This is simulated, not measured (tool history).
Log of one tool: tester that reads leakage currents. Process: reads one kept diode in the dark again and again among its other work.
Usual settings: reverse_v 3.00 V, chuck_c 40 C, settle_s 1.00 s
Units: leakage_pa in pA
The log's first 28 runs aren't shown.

run    hour  reverse_v  chuck_c  settle_s  hours of work since the probe card was cleaned  hours of work since the tester was calibrated  hours of work since the chuck was calibrated  leakage_pa
 29  3227.0       6.26       47      1.41                                            2145                                           2328                                           171     1113.57
 30  3401.2       3.00       31      1.00                                            2235                                           2417                                           260      218.75
 31  3504.8       1.15       52      0.32                                            2288                                           2471                                           313      964.62
     3537.2  -- probe card cleaned and baked
 32  3611.7       2.64       24      1.00                                              38                                           2524                                           367      110.49
 33  3749.6       5.02       25      8.32                                             109                                           2595                                           438      148.06
 34  3839.0       9.38       59      0.98                                             155                                           2641                                           484     3306.15
 35  4000.8       9.38       50      0.98                                             238                                           2724                                           567     1630.73
 36  4120.0       3.00       40      0.36                                             299                                           2785                                           628      489.71
 37  4288.7       3.00       40      0.36                                             386                                           2872                                           714      490.61
 38  4369.6       1.11       27      1.32                                             428                                           2913                                           756      109.19
 39  4471.0       3.00       55      2.46                                             480                                           2965                                           808     1669.66

Forecast run 40:
 40  4569.6       2.96       40      1.22                                             530                                           3016                                           859           ?

leakage_pa: 483.80 pA
Without the tool's hidden state the same run would have given leakage_pa 484.38 pA.
